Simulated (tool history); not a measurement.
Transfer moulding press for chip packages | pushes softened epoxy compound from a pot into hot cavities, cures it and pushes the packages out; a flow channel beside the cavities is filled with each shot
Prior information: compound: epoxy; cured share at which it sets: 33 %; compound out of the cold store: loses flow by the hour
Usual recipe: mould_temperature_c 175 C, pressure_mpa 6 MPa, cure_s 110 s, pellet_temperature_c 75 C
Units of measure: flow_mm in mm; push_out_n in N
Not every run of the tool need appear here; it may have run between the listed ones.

run    day  mould_temperature_c  pressure_mpa  cure_s  pellet_temperature_c  incoming compound's hours out of the cold store  flow_mm  push_out_n
  1      0                  175             6     110                    75                                              9.9      705         406
  2  0.375                  175             6     110                    80                                             31.2      607         400
  3  0.771                  175             6     110                    79                                             20.5      652         395
  4  1.229                  175             6     110                    75                                             29.7      610         375
     1.525  -- cavities cleaned with cleaning compound and waxed
  5  1.721                  175             6     110                    75                                             11.3      694         387
  6  1.954                  175             6     110                    75                                             47.5      545         366
  7  2.379                  175             6     101                    75                                             15.8      675         426
  8  2.733                  175             6     101                    75                                               12      691         426
  9  3.054                  175             6     127                    75                                             41.8      563         366
 10  3.508                  175             6     110                    75                                             36.6      582         375
 11  3.721                  175          4.51     110                    75                                             13.7      586         383
 12  4.088                  173          4.51     110                    75                                               17      591         399
 13  4.538                  175             6     110                    75                                             17.9      672         399
 14  4.875                  175             6     110                    75                                             33.4      597         388
 15  5.179                  175           4.8     110                    75                                             32.1      541         382
     5.308  -- cavities cleaned with cleaning compound and waxed
 16  5.479                  175             6     118                    75                                             38.9      573         372
 17  5.746                  167             6     128                    75                                             17.4      684         428
 18    6.1                  175          7.08     116                    75                                               44      603         382
 19  6.383                  175             6     110                    75                                             43.4      560         382
 20  6.738                  181             6     110                    68                                             45.9      543         365
 21    7.1                  181             6     110                    66                                             36.7      583         355
 22  7.317                  177          5.58     142                    66                                             30.8      587         374
 23  7.646                  175          4.85     110                    67                                               28      559         388
 24  7.988                  171          7.06     110                    67                                             14.1      753         463
 25  8.304                  171          7.06     110                    67                                             24.9      693         446
 26  8.646                  171          7.06     110                    67                                              8.3      778         458
 27  8.842                  175             6     128                    78                                             15.7      675         372
     9.104  -- cavities cleaned with cleaning compound and waxed
 28  9.121                  175          5.36     111                    75                                             42.1      533         383
 29  9.567                  175          4.76      92                    72                                               21      585         488

3 ways to go on from here, each from the tool as it stands after run 29. What would each give?
  A  9.854                  169          7.47     110                    74                                             19.4        ?           ?
  B  9.854                  175          4.76      92                    75                                             15.2        ?           ?
  C  9.854                  175          6.19     100                    72                                             14.2        ?           ?

run  flow_mm  push_out_n
  A      737         498
  B      601         490
  C      690         417
The same runs, with their run-to-run variation unchanged, on a tool lacking any hidden condition would have given:
run  flow_mm  push_out_n
  A      738         496
  B      602         488
  C      691         415

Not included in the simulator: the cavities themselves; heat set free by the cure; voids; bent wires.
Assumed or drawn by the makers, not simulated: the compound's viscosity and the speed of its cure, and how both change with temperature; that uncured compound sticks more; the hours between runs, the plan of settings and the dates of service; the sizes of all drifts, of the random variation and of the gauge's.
